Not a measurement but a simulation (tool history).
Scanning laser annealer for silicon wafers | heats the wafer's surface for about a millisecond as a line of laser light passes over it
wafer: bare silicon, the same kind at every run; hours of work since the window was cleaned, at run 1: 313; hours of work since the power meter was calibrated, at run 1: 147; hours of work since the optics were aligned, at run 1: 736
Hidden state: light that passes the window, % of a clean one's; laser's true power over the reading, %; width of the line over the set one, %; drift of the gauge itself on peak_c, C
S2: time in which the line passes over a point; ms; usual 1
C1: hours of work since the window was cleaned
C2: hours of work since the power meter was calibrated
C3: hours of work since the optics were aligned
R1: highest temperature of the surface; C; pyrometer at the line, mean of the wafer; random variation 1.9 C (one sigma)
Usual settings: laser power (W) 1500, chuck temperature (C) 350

{"run": 1, "hour": 0.0, "laser power (W)": 1500, "S2": 1, "chuck temperature (C)": 350, "C1": 313, "C2": 147, "C3": 736, "R1": 1064}
{"run": 2, "hour": 12.8, "laser power (W)": 1500, "S2": 1, "chuck temperature (C)": 350, "C1": 319, "C2": 152, "C3": 742, "R1": 1060}
{"run": 3, "hour": 25.4, "laser power (W)": 1500, "S2": 0.87, "chuck temperature (C)": 350, "C1": 324, "C2": 158, "C3": 747, "R1": 1012}
{"run": 4, "hour": 33.9, "laser power (W)": 1500, "S2": 0.87, "chuck temperature (C)": 350, "C1": 328, "C2": 161, "C3": 751, "R1": 1010}
{"run": 5, "hour": 42.3, "laser power (W)": 1500, "S2": 0.99, "chuck temperature (C)": 350, "C1": 332, "C2": 165, "C3": 755, "R1": 1059}
{"run": 6, "hour": 55.9, "laser power (W)": 1500, "S2": 0.99, "chuck temperature (C)": 350, "C1": 338, "C2": 171, "C3": 761, "R1": 1055}
{"run": 7, "hour": 62.5, "laser power (W)": 1500, "S2": 0.99, "chuck temperature (C)": 350, "C1": 340, "C2": 174, "C3": 763, "R1": 1056}
{"run": 8, "hour": 73.9, "laser power (W)": 1500, "S2": 0.99, "chuck temperature (C)": 390, "C1": 345, "C2": 179, "C3": 768, "R1": 1098}
{"run": 9, "hour": 81.1, "laser power (W)": 1500, "S2": 1, "chuck temperature (C)": 350, "C1": 349, "C2": 182, "C3": 772, "R1": 1057}
{"run": 10, "hour": 92.1, "laser power (W)": 1500, "S2": 1, "chuck temperature (C)": 350, "C1": 353, "C2": 187, "C3": 776, "R1": 1061}
{"run": 11, "hour": 103.8, "laser power (W)": 1500, "S2": 1, "chuck temperature (C)": 350, "C1": 358, "C2": 192, "C3": 781, "R1": 1055}
{"run": 12, "hour": 115.6, "laser power (W)": 1500, "S2": 1, "chuck temperature (C)": 350, "C1": 364, "C2": 197, "C3": 787, "R1": 1059}
{"run": 13, "hour": 122.5, "laser power (W)": 1500, "S2": 1, "chuck temperature (C)": 350, "C1": 367, "C2": 200, "C3": 790, "R1": 1055}
{"run": 14, "hour": 129.8, "laser power (W)": 1500, "S2": 1, "chuck temperature (C)": 350, "C1": 370, "C2": 203, "C3": 793, "R1": 1056}
{"run": 15, "hour": 136.2, "laser power (W)": 1500, "S2": 0.96, "chuck temperature (C)": 350, "C1": 373, "C2": 206, "C3": 796, "R1": 1041}
{"run": 16, "hour": 143.0, "laser power (W)": 1500, "S2": 0.96, "chuck temperature (C)": 350, "C1": 376, "C2": 209, "C3": 799, "R1": 1043}
{"run": 17, "hour": 154.2, "laser power (W)": 1330, "S2": 1, "chuck temperature (C)": 350, "C1": 380, "C2": 214, "C3": 803, "R1": 949}
{"run": 18, "hour": 168.2, "laser power (W)": 1330, "S2": 1, "chuck temperature (C)": 350, "C1": 386, "C2": 220, "C3": 809, "R1": 948}
{"run": 19, "hour": 177.2, "laser power (W)": 1330, "S2": 1, "chuck temperature (C)": 350, "C1": 390, "C2": 224, "C3": 813, "R1": 947}
{"run": 20, "hour": 190.0, "laser power (W)": 1323, "S2": 1, "chuck temperature (C)": 350, "C1": 396, "C2": 229, "C3": 819, "R1": 944}
{"run": 21, "hour": 199.0, "laser power (W)": 1323, "S2": 0.96, "chuck temperature (C)": 389, "C1": 400, "C2": 233, "C3": 823, "R1": 971}
{"run": 22, "hour": 210.2, "laser power (W)": 1500, "S2": 1.2, "chuck temperature (C)": 340, "C1": 405, "C2": 238, "C3": 828, "R1": 1109}
{"run": 23, "hour": 220.2, "laser power (W)": 1572, "S2": 1.2, "chuck temperature (C)": 390, "C1": 409, "C2": 243, "C3": 832, "R1": 1208}
{"run": 24, "hour": 226.2, "laser power (W)": 1572, "S2": 1.2, "chuck temperature (C)": 390, "C1": 412, "C2": 245, "C3": 835, "R1": 1208}
{"run": 25, "hour": 240.2, "laser power (W)": 1479, "S2": 1, "chuck temperature (C)": 319, "C1": 418, "C2": 251, "C3": 841, "R1": 1003}
{"run": 26, "hour": 252.7, "laser power (W)": 1284, "S2": 1, "chuck temperature (C)": 387, "C1": 423, "C2": 257, "C3": 846, "R1": 952}
{"run": 27, "hour": 260.1, "laser power (W)": 1470, "S2": 0.97, "chuck temperature (C)": 319, "C1": 426, "C2": 260, "C3": 849, "R1": 991}
{"run": 28, "hour": 270.7, "laser power (W)": 1470, "S2": 0.96, "chuck temperature (C)": 356, "C1": 431, "C2": 264, "C3": 854, "R1": 1018}
{"run": 29, "hour": 279.8, "laser power (W)": 1330, "S2": 0.96, "chuck temperature (C)": 378, "C1": 435, "C2": 268, "C3": 858, "R1": 960}
{"run": 30, "hour": 291.8, "laser power (W)": 1330, "S2": 0.96, "chuck temperature (C)": 378, "C1": 440, "C2": 274, "C3": 863, "R1": 958}
{"run": 31, "hour": 301.0, "laser power (W)": 1444, "S2": 1, "chuck temperature (C)": 350, "C1": 444, "C2": 278, "C3": 867, "R1": 1014}
{"run": 32, "hour": 315.8, "laser power (W)": 1444, "S2": 1, "chuck temperature (C)": 350, "C1": 451, "C2": 284, "C3": 874, "R1": 1011}
{"run": 33, "hour": 323.6, "laser power (W)": 1500, "S2": 1, "chuck temperature (C)": 379, "C1": 454, "C2": 288, "C3": 877, "R1": 1073}
{"run": 34, "hour": 332.2, "laser power (W)": 1500, "S2": 1, "chuck temperature (C)": 379, "C1": 458, "C2": 291, "C3": 881, "R1": 1074}
{"run": 35, "hour": 343.6, "laser power (W)": 1500, "S2": 1, "chuck temperature (C)": 379, "C1": 463, "C2": 296, "C3": 886, "R1": 1072}
{"run": 36, "hour": 358.3, "laser power (W)": 1500, "S2": 1, "chuck temperature (C)": 379, "C1": 469, "C2": 303, "C3": 892, "R1": 1074}
{"run": 37, "hour": 364.7, "laser power (W)": 1500, "S2": 1, "chuck temperature (C)": 379, "C1": 472, "C2": 305, "C3": 895, "R1": 1073}
{"run": 38, "hour": 379.1, "laser power (W)": 1500, "S2": 1.19, "chuck temperature (C)": 350, "C1": 478, "C2": 312, "C3": 901, "R1": 1108}
{"run": 39, "hour": 392.4, "laser power (W)": 1500, "S2": 1.19, "chuck temperature (C)": 350, "C1": 484, "C2": 317, "C3": 907, "R1": 1107}
{"hour": 401.6, "done": "window over the wafer cleaned"}
{"run": 40, "hour": 401.9, "laser power (W)": 1500, "S2": 1.19, "chuck temperature (C)": 350, "C1": 0, "C2": 321, "C3": 910, "R1": 1168}

Measured less the same run without the tool's hidden state. The same run-to-run variation is in both; the gauge's scatter may not be:
run=1 R1=-57
run=2 R1=-57
run=3 R1=-54
run=4 R1=-55
run=5 R1=-59
run=6 R1=-59
run=7 R1=-60
run=8 R1=-60
run=9 R1=-62
run=10 R1=-62
run=11 R1=-63
run=12 R1=-63
run=13 R1=-64
run=14 R1=-64
run=15 R1=-63
run=16 R1=-63
run=17 R1=-56
run=18 R1=-57
run=19 R1=-57
run=20 R1=-58
run=21 R1=-57
run=22 R1=-76
run=23 R1=-82
run=24 R1=-82
run=25 R1=-70
run=26 R1=-59
run=27 R1=-69
run=28 R1=-69
run=29 R1=-61
run=30 R1=-62
run=31 R1=-71
run=32 R1=-72
run=33 R1=-76
run=34 R1=-76
run=35 R1=-77
run=36 R1=-79
run=37 R1=-78
run=38 R1=-87
run=39 R1=-88
run=40 R1=-26

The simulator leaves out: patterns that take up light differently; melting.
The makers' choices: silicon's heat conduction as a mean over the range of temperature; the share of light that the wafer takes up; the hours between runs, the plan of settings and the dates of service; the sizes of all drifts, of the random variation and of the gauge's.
